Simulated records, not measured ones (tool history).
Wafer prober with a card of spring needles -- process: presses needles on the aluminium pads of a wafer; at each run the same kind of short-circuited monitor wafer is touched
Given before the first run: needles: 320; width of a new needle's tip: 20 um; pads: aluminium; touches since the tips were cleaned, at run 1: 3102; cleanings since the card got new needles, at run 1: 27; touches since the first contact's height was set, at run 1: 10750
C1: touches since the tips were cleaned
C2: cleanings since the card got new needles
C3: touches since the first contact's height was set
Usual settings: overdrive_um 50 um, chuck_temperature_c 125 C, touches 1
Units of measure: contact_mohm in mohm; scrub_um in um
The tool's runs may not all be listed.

{"run": 1, "hour": 0.0, "overdrive_um": 50, "chuck_temperature_c": 125, "touches": 1, "C1": 3102, "C2": 27, "C3": 10750, "contact_mohm": 126, "scrub_um": 11.72}
{"hour": 4.6, "done": "tips cleaned on abrasive film"}
{"hour": 18.0, "done": "tips cleaned on abrasive film"}
{"run": 2, "hour": 27.0, "overdrive_um": 50, "chuck_temperature_c": 125, "touches": 1, "C1": 3144, "C2": 29, "C3": 20049, "contact_mohm": 128, "scrub_um": 11.68}
{"hour": 32.7, "done": "tips cleaned on abrasive film"}
{"hour": 48.2, "done": "tips cleaned on abrasive film"}
{"run": 3, "hour": 60.6, "overdrive_um": 50, "chuck_temperature_c": 125, "touches": 1, "C1": 4281, "C2": 31, "C3": 31614, "contact_mohm": 124, "scrub_um": 11.72}
{"hour": 62.9, "done": "tips cleaned on abrasive film"}
{"hour": 77.7, "done": "tips cleaned on abrasive film"}
{"run": 4, "hour": 87.4, "overdrive_um": 50, "chuck_temperature_c": 125, "touches": 1, "C1": 3366, "C2": 33, "C3": 40849, "contact_mohm": 127, "scrub_um": 11.75}
{"hour": 91.3, "done": "tips cleaned on abrasive film"}
{"hour": 105.6, "done": "tips cleaned on abrasive film"}
{"hour": 119.1, "done": "tips cleaned on abrasive film"}
{"run": 5, "hour": 124.8, "overdrive_um": 50, "chuck_temperature_c": 62, "touches": 1, "C1": 1968, "C2": 36, "C3": 53700, "contact_mohm": 117, "scrub_um": 11.77}
{"hour": 133.1, "done": "tips cleaned on abrasive film"}
{"hour": 146.8, "done": "tips cleaned on abrasive film"}
{"run": 6, "hour": 156.6, "overdrive_um": 50, "chuck_temperature_c": 62, "touches": 1, "C1": 3419, "C2": 38, "C3": 64664, "contact_mohm": 115, "scrub_um": 11.79}
{"hour": 161.4, "done": "tips cleaned on abrasive film"}
{"hour": 174.9, "done": "tips cleaned on abrasive film"}
{"run": 7, "hour": 175.0, "overdrive_um": 50, "chuck_temperature_c": 125, "touches": 1, "C1": 15, "C2": 40, "C3": 70953, "contact_mohm": 127, "scrub_um": 11.76}
{"hour": 188.1, "done": "tips cleaned on abrasive film"}
{"run": 8, "hour": 195.4, "overdrive_um": 41, "chuck_temperature_c": 125, "touches": 1, "C1": 2510, "C2": 41, "C3": 77989, "contact_mohm": 129, "scrub_um": 9.63}
{"hour": 202.0, "done": "tips cleaned on abrasive film"}
{"hour": 214.9, "done": "tips cleaned on abrasive film"}
{"run": 9, "hour": 217.6, "overdrive_um": 45, "chuck_temperature_c": 125, "touches": 1, "C1": 942, "C2": 43, "C3": 85619, "contact_mohm": 128, "scrub_um": 10.61}
{"hour": 228.4, "done": "tips cleaned on abrasive film"}
{"hour": 241.9, "done": "tips cleaned on abrasive film"}
{"run": 10, "hour": 251.8, "overdrive_um": 45, "chuck_temperature_c": 35, "touches": 1, "C1": 3419, "C2": 45, "C3": 97417, "contact_mohm": 114, "scrub_um": 10.63}
{"hour": 255.8, "done": "tips cleaned on abrasive film"}
{"run": 11, "hour": 267.2, "overdrive_um": 45, "chuck_temperature_c": 35, "touches": 1, "C1": 3956, "C2": 46, "C3": 102732, "contact_mohm": 116, "scrub_um": 10.6}
{"hour": 270.0, "done": "tips cleaned on abrasive film"}
{"hour": 284.4, "done": "tips cleaned on abrasive film"}
{"hour": 297.3, "done": "tips cleaned on abrasive film"}
{"run": 12, "hour": 301.7, "overdrive_um": 45, "chuck_temperature_c": 35, "touches": 1, "C1": 1549, "C2": 49, "C3": 114591, "contact_mohm": 114, "scrub_um": 10.64}
{"hour": 311.9, "done": "tips cleaned on abrasive film"}
{"run": 13, "hour": 317.0, "overdrive_um": 45, "chuck_temperature_c": 35, "touches": 1, "C1": 1775, "C2": 50, "C3": 119839, "contact_mohm": 114, "scrub_um": 10.58}
{"hour": 324.9, "done": "tips cleaned on abrasive film"}
{"run": 14, "hour": 335.2, "overdrive_um": 45, "chuck_temperature_c": 35, "touches": 1, "C1": 3572, "C2": 51, "C3": 126134, "contact_mohm": 115, "scrub_um": 10.66}
{"hour": 337.7, "done": "tips cleaned on abrasive film"}
{"hour": 351.5, "done": "tips cleaned on abrasive film"}
{"hour": 365.1, "done": "tips cleaned on abrasive film"}
{"hour": 365.4, "done": "height of the first contact set anew"}
{"run": 15, "hour": 367.6, "overdrive_um": 45, "chuck_temperature_c": 35, "touches": 1, "C1": 758, "C2": 54, "C3": 758, "contact_mohm": 114, "scrub_um": 10.57}
{"hour": 378.3, "done": "tips cleaned on abrasive film"}
{"run": 16, "hour": 387.2, "overdrive_um": 49, "chuck_temperature_c": 34, "touches": 1, "C1": 3097, "C2": 55, "C3": 7531, "contact_mohm": 114, "scrub_um": 11.6}
{"hour": 393.3, "done": "tips cleaned on abrasive film"}
{"run": 17, "hour": 402.9, "overdrive_um": 36, "chuck_temperature_c": 26, "touches": 1, "C1": 3344, "C2": 56, "C3": 12941, "contact_mohm": 115, "scrub_um": 8.53}
{"hour": 407.2, "done": "tips cleaned on abrasive film"}
{"hour": 420.0, "done": "tips cleaned on abrasive film"}
{"run": 18, "hour": 424.4, "overdrive_um": 36, "chuck_temperature_c": 26, "touches": 1, "C1": 1527, "C2": 58, "C3": 20322, "contact_mohm": 118, "scrub_um": 8.48}
{"hour": 433.0, "done": "tips cleaned on abrasive film"}
{"hour": 446.8, "done": "tips cleaned on abrasive film"}
{"run": 19, "hour": 452.3, "overdrive_um": 33, "chuck_temperature_c": 94, "touches": 1, "C1": 1911, "C2": 60, "C3": 29935, "contact_mohm": 130, "scrub_um": 7.84}
{"hour": 460.6, "done": "tips cleaned on abrasive film"}
{"hour": 475.1, "done": "tips cleaned on abrasive film"}
{"run": 20, "hour": 477.1, "overdrive_um": 31, "chuck_temperature_c": 30, "touches": 1, "C1": 690, "C2": 62, "C3": 38434, "contact_mohm": 120, "scrub_um": 7.34}
{"hour": 489.5, "done": "tips cleaned on abrasive film"}
{"hour": 502.5, "done": "tips cleaned on abrasive film"}
{"run": 21, "hour": 509.0, "overdrive_um": 62, "chuck_temperature_c": 30, "touches": 1, "C1": 2233, "C2": 64, "C3": 49423, "contact_mohm": 110, "scrub_um": 14.7}
{"hour": 516.5, "done": "tips cleaned on abrasive film"}
{"hour": 532.1, "done": "tips cleaned on abrasive film"}
{"run": 22, "hour": 533.1, "overdrive_um": 55, "chuck_temperature_c": 102, "touches": 2, "C1": 348, "C2": 66, "C3": 57714, "contact_mohm": 121, "scrub_um": 13.0}
{"hour": 547.0, "done": "tips cleaned on abrasive film"}
{"run": 23, "hour": 559.5, "overdrive_um": 55, "chuck_temperature_c": 102, "touches": 2, "C1": 4357, "C2": 67, "C3": 66849, "contact_mohm": 122, "scrub_um": 13.06}
{"hour": 562.8, "done": "tips cleaned on abrasive film"}
{"hour": 576.1, "done": "tips cleaned on abrasive film"}
{"run": 24, "hour": 576.7, "overdrive_um": 55, "chuck_temperature_c": 102, "touches": 2, "C1": 224, "C2": 69, "C3": 72738, "contact_mohm": 124, "scrub_um": 13.05}
{"hour": 589.7, "done": "tips cleaned on abrasive film"}
{"hour": 602.8, "done": "tips cleaned on abrasive film"}
{"run": 25, "hour": 606.4, "overdrive_um": 55, "chuck_temperature_c": 102, "touches": 2, "C1": 1222, "C2": 71, "C3": 82954, "contact_mohm": 122, "scrub_um": 13.04}
{"hour": 617.6, "done": "tips cleaned on abrasive film"}
{"hour": 631.8, "done": "tips cleaned on abrasive film"}
{"run": 26, "hour": 632.7, "overdrive_um": 50, "chuck_temperature_c": 46, "touches": 3, "C1": 309, "C2": 73, "C3": 92022, "contact_mohm": 115, "scrub_um": 11.92}
{"hour": 646.4, "done": "tips cleaned on abrasive film"}
{"run": 27, "hour": 652.2, "overdrive_um": 47, "chuck_temperature_c": 125, "touches": 1, "C1": 2015, "C2": 74, "C3": 98754, "contact_mohm": 127, "scrub_um": 11.1}
{"hour": 662.0, "done": "tips cleaned on abrasive film"}
{"hour": 676.9, "done": "tips cleaned on abrasive film"}
{"hour": 688.5, "done": "gauge calibrated"}
{"run": 28, "hour": 688.5, "overdrive_um": 47, "chuck_temperature_c": 125, "touches": 1, "C1": 4033, "C2": 76, "C3": 111247, "contact_mohm": 127, "scrub_um": 11.0}
{"hour": 691.3, "done": "tips cleaned on abrasive film"}
{"hour": 706.1, "done": "tips cleaned on abrasive film"}
{"hour": 718.9, "done": "tips cleaned on abrasive film"}
{"run": 29, "hour": 723.9, "overdrive_um": 43, "chuck_temperature_c": 125, "touches": 2, "C1": 1746, "C2": 79, "C3": 123436, "contact_mohm": 128, "scrub_um": 10.07}

What if the next run were any one of these 3? Each begins from the tool's condition after run 29:
{"hour": 733.1, "done": "tips cleaned on abrasive film"}
{"run": "A", "hour": 745.3, "overdrive_um": 67, "chuck_temperature_c": 111, "touches": 3, "C1": 4241, "C2": 80, "C3": 130815, "contact_mohm": "?", "scrub_um": "?"}
{"hour": 733.1, "done": "tips cleaned on abrasive film"}
{"run": "B", "hour": 745.3, "overdrive_um": 43, "chuck_temperature_c": 115, "touches": 2, "C1": 4241, "C2": 80, "C3": 130815, "contact_mohm": "?", "scrub_um": "?"}
{"hour": 733.1, "done": "tips cleaned on abrasive film"}
{"run": "C", "hour": 745.3, "overdrive_um": 37, "chuck_temperature_c": 108, "touches": 1, "C1": 4241, "C2": 80, "C3": 130815, "contact_mohm": "?", "scrub_um": "?"}

run=A contact_mohm=116 scrub_um=15.70
run=B contact_mohm=126 scrub_um=10.09
run=C contact_mohm=130 scrub_um=8.64
Stripped of hidden state, with their random variation kept, the same runs would have yielded:
run=A contact_mohm=116 scrub_um=15.68
run=B contact_mohm=126 scrub_um=10.08
run=C contact_mohm=129 scrub_um=8.63
